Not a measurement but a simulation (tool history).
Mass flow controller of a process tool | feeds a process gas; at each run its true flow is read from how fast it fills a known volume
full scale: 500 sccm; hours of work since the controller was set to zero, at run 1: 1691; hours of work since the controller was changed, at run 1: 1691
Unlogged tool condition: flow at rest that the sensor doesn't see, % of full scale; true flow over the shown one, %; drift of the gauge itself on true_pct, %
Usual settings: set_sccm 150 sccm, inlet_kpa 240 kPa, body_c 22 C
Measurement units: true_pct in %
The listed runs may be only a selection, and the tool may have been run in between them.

run	hour	set_sccm	inlet_kpa	body_c	hours of work since the controller was set to zero	hours of work since the controller was changed	true_pct
1	0	150	240	22	1691	1691	97.52
2	251	59	240	22	1840	1840	96.08
3	497.6	297	240	22	1987	1987	98.76
4	613.6	297	240	22	2055	2055	98.67
5	725.2	297	240	22	2122	2122	98.8
6	918	297	240	28	2236	2236	98.33
7	1112.3	150	240	24	2352	2352	97.3
8	1346.3	64	240	22	2491	2491	95.78
9	1487.3	64	240	22	2575	2575	95.54
10	1623.7	150	141	22	2656	2656	97.76
11	1769	150	240	22	2742	2742	97.28
# hour 1792.5: controller's zero set anew
12	1883.4	150	240	22	54	2810	96.75
13	2143.2	150	240	35	208	2964	96.2
14	2257.9	150	184	22	277	3032	96.89
15	2402.6	59	240	22	363	3118	93.76
16	2621.3	59	240	22	493	3248	93.73
17	2832.7	59	240	22	618	3374	93.55
18	3032	150	240	22	737	3493	96.56
19	3151.4	150	240	31	808	3564	96.37
20	3287	150	166	35	888	3644	96.37
# hour 3372.4: controller's zero set anew, once more
21	3425.7	339	143	22	32	3726	99.83
22	3579	341	240	22	123	3817	99.38
23	3824.7	155	237	22	269	3963	98.29
24	4073.4	155	237	22	417	4111	98.06
25	4226.2	150	233	22	508	4202	98.17
26	4462.2	251	240	22	648	4342	98.86
27	4721.7	325	240	31	802	4497	98.86
28	4894.3	245	240	29	905	4599	98.44
29	5051.3	230	253	24	998	4692	98.57
30	5205.9	150	240	27	1090	4784	97.69
31	5479.9	488	208	32	1253	4947	100.04
32	5617.3	488	180	38	1334	5029	99.88
33	5735	403	225	35	1404	5099	99.11
34	5949.8	86	160	30	1532	5226	96.84
35	6119.1	103	149	30	1633	5327	97.26

Here are 5 independent what-if runs from the current tool condition. What would each one return?
A	6277.3	101	149	30	1727	5421	?
B	6277.3	250	218	27	1727	5421	?
C	6277.3	400	156	37	1727	5421	?
D	6277.3	76	265	22	1727	5421	?
E	6277.3	72	160	21	1727	5421	?

run	true_pct
A	97.15
B	98.61
C	99.35
D	96.49
E	96.85
What these runs would have given with no unlogged condition in the tool:
run	true_pct
A	97.62
B	98.42
C	99
D	97.33
E	97.78
